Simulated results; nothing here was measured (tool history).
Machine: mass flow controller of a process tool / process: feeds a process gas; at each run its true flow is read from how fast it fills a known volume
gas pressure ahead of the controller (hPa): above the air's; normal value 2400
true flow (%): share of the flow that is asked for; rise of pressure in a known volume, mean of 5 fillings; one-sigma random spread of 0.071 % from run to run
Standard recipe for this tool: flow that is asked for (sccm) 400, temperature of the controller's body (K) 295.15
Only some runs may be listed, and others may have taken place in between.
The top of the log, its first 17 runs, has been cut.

run    hour  flow that is asked for (sccm)  gas pressure ahead of the controller (hPa)  temperature of the controller's body (K)  hours of work since the controller was set to zero  hours of work since the controller was changed  true flow (%)
     2055.8  -- controller's zero set anew
 18  2215.2                            400                                        2400                                    295.15                                                  49                                            2292          99.46
 19  2307.9                            400                                        1770                                    295.15                                                  78                                            2321          99.02
 20  2473.9                            400                                        2400                                    299.15                                                 129                                            2372          98.99
 21  2556.2                            400                                        2400                                    299.15                                                 154                                            2397          99.02
 22  2671.4                            441                                        1960                                    301.15                                                 190                                            2433          98.68
 23  2773.5                            316                                        2290                                    304.15                                                 221                                            2464          98.09
     2898.5  -- controller's zero set anew, once more
 24  2898.5                            218                                        1750                                    297.15                                                   0                                            2502          98.29
 25  2995.1                            400                                        1610                                    294.15                                                  30                                            2532          99.11
 26  3124.6                            400                                        1610                                    294.15                                                  70                                            2572          99.10
 27  3250.2                             51                                        2360                                    299.15                                                 108                                            2611          97.49
 28  3405.8                             51                                        2360                                    312.15                                                 156                                            2659          96.26
 29  3494.2                            396                                        1410                                    294.15                                                 183                                            2686          98.88
 30  3612.2                            370                                        2400                                    295.15                                                 220                                            2722          99.43
 31  3767.6                            400                                        1770                                    295.15                                                 268                                            2770          99.18
 32  3852.6                            400                                        1770                                    295.15                                                 294                                            2796          99.11
 33  4010.7                            400                                        2220                                    295.15                                                 342                                            2845          99.24
 34  4114.6                            400                                        2220                                    295.15                                                 374                                            2877          99.42
 35  4250.1                            169                                        2220                                    294.15                                                 416                                            2919          98.52
 36  4359.2                            400                                        2400                                    295.15                                                 450                                            2952          99.41
 37  4470.7                             89                                        2750                                    305.15                                                 484                                            2986          97.24

Alternative continuations, all from the tool just after run 37; predict every row:
  A  4547.3                            400                                        1930                                    300.15                                                 508                                            3010              ?
  B  4547.3                            245                                        2540                                    301.15                                                 508                                            3010              ?
  C  4547.3                             89                                        2750                                    302.15                                                 508                                            3010              ?
  D  4547.3                             89                                        1740                                    305.15                                                 508                                            3010              ?
  E  4547.3                            104                                        2400                                    301.15                                                 508                                            3010              ?

run  true flow (%)
  A          98.70
  B          98.39
  C          97.57
  D          96.70
  E          97.63
Take away the tool's hidden state, keep each run's random variation, and the runs would have read:
run  true flow (%)
  A          99.46
  B          99.21
  C          98.64
  D          97.77
  E          98.64
